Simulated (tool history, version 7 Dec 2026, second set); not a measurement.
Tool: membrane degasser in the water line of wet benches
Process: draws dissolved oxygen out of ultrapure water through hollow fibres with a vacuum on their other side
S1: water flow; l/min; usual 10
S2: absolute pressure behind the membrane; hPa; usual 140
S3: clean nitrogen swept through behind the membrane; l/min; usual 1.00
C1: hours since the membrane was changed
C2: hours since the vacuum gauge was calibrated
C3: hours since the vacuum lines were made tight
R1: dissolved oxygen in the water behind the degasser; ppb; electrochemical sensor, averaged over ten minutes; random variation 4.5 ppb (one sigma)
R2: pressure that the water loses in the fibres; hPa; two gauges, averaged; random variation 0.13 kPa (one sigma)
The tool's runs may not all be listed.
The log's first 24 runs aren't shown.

| run | hour | S1 | S2 | S3 | C1 | C2 | C3 | R1 | R2 |
|---|---|---|---|---|---|---|---|---|---|
| 25 | 772.9 | 7 | 90 | 1.00 | 1713 | 807 | 394 | 221.7 | 229.1 |
| 26 | 815.1 | 7 | 90 | 1.00 | 1755 | 849 | 436 | 219.3 | 230.3 |
| 27 | 835.8 | 10 | 111 | 2.33 | 1776 | 870 | 457 | 414.5 | 325.9 |
|  | 851.4 | gauge calibrated |
| 28 | 870.1 | 11 | 291 | 0.67 | 1810 | 904 | 491 | 1210.9 | 369.8 |
| 29 | 895.7 | 6 | 212 | 2.66 | 1836 | 929 | 517 | 173.1 | 201.8 |
| 30 | 927.5 | 6 | 212 | 2.66 | 1868 | 961 | 549 | 175.4 | 200.6 |
| 31 | 957.7 | 13 | 124 | 0.60 | 1898 | 991 | 579 | 957.2 | 435.6 |
| 32 | 977.5 | 10 | 130 | 2.39 | 1918 | 1011 | 599 | 425.3 | 335.5 |

Forecast each of these 4 alternatives for the next run:
| A | 998.4 | 10 | 170 | 2.39 | 1938 | 1032 | 620 | ? | ? |
| B | 998.4 | 9 | 93 | 1.26 | 1938 | 1032 | 620 | ? | ? |
| C | 998.4 | 8 | 316 | 1.15 | 1938 | 1032 | 620 | ? | ? |
| D | 998.4 | 8 | 140 | 0.44 | 1938 | 1032 | 620 | ? | ? |

| run | R1 | R2 |
|---|---|---|
| A | 465.5 | 337.6 |
| B | 357.8 | 301.7 |
| C | 620.1 | 268.0 |
| D | 593.7 | 267.5 |
Without the tool's hidden state the same runs would have given:
| run | R1 | R2 |
|---|---|---|
| A | 465.1 | 339.1 |
| B | 357.4 | 303.0 |
| C | 619.8 | 269.2 |
| D | 593.4 | 268.7 |

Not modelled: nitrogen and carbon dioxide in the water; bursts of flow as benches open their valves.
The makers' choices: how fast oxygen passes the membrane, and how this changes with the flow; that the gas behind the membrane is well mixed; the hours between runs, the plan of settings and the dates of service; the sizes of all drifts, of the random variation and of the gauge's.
